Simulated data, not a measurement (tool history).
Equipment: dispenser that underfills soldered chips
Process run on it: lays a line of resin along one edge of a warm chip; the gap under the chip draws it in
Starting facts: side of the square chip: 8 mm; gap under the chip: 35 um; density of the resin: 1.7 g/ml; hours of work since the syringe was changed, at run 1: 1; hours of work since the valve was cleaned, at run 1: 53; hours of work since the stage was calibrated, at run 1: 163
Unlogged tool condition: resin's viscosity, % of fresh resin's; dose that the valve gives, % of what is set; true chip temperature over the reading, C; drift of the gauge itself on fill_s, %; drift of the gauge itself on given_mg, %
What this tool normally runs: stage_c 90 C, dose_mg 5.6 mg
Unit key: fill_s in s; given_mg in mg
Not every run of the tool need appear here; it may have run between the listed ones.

run	hour	stage_c	dose_mg	hours of work since the syringe was changed	hours of work since the valve was cleaned	hours of work since the stage was calibrated	fill_s	given_mg
1	0	90	5.6	1	53	163	101.7	5.39
# hour 9: dispensing valve cleaned and set on the balance
2	9	90	5.6	7	0	170	173.5	5.59
# hour 10.1: new syringe of resin
3	17.2	90	5.6	6	6	176	150.5	5.55
# hour 19.9: new syringe of resin
4	25.8	90	5.6	5	13	182	141.9	5.53
# hour 29.3: new syringe of resin
5	33.9	104	5.6	4	19	188	73.4	5.55
# hour 39.2: new syringe of resin
6	42.8	76	5.6	3	25	195	224.6	5.54
7	47.5	90	5.6	6	29	198	162.3	5.52
# hour 48.9: new syringe of resin
8	56.7	90	5.6	6	36	205	155.5	5.39
# hour 58.8: new syringe of resin
9	63.2	79	5.6	3	41	210	202.9	5.41
# hour 68.3: new syringe of resin
10	69.9	90	5.75	1	46	215	102.8	5.56
11	76.7	90	5.75	6	51	220	162.2	5.52
# hour 77.8: new syringe of resin
12	85.5	78	5.75	6	57	227	265	5.47
# hour 87.1: new syringe of resin
# hour 89.8: dispensing valve cleaned and set on the balance
13	92.2	78	5.75	3	2	231	209.1	5.81
# hour 97.8: new syringe of resin
14	98	78	6.25	0	6	235	157.7	6.23
15	103.2	78	6.25	4	10	239	222.7	6.22
# hour 107.6: new syringe of resin
16	112.3	90	5.6	4	17	246	127.5	5.57
# hour 117.3: new syringe of resin
17	118.1	90	5.6	1	21	251	98.4	5.48
18	125.8	97	5.61	7	27	256	122.7	5.5
# hour 127.1: new syringe of resin
19	135.1	97	5.61	6	34	263	118.2	5.44
# hour 137: new syringe of resin
20	145.2	79	6.94	6	42	271	258.2	6.77
# hour 146.7: new syringe of resin
21	155	99	5.37	6	49	278	114.6	5.2
# hour 156.7: new syringe of resin
22	163.4	99	5.37	5	55	285	102.2	5.09
# hour 166.2: new syringe of resin
# hour 169.4: dispensing valve cleaned and set on the balance
23	169.4	91	4.85	2	0	288	107	4.87
# hour 176.6: new syringe of resin
24	178.2	100	6.62	1	7	295	67.2	6.58
25	183	87	6.3	5	10	299	163.4	6.26
# hour 186.1: new syringe of resin
26	187.9	103	5.59	1	14	302	60	5.48
# hour 195.5: new syringe of resin
27	199	96	6.93	3	22	311	87.2	6.86
# hour 204.9: new syringe of resin
28	206.2	96	6.93	1	28	316	77	6.88
# hour 214.5: new syringe of resin
29	217.2	92	5.6	2	36	324	100.6	5.45
# hour 224: new syringe of resin
30	225.5	97	5.6	1	42	330	76.5	5.31
31	230	97	5.6	5	46	334	103.7	5.44
# hour 233.5: new syringe of resin
32	236.3	105	6.77	2	50	339	59.8	6.44
# hour 243.1: new syringe of resin
33	243.1	87	5.98	0	55	344	102.5	5.67

Estimate the outcome of run 34 from the log above:
# hour 249.6: dispensing valve cleaned and set on the balance
# hour 253.8: new syringe of resin
34	254.8	79	5.98	1	4	352	?	?

{"run 34": {"fill_s": 155.5, "given_mg": 5.91}}
With no hidden state in the tool, this same run would have given fill_s 155.3 s, given_mg 5.93 mg.
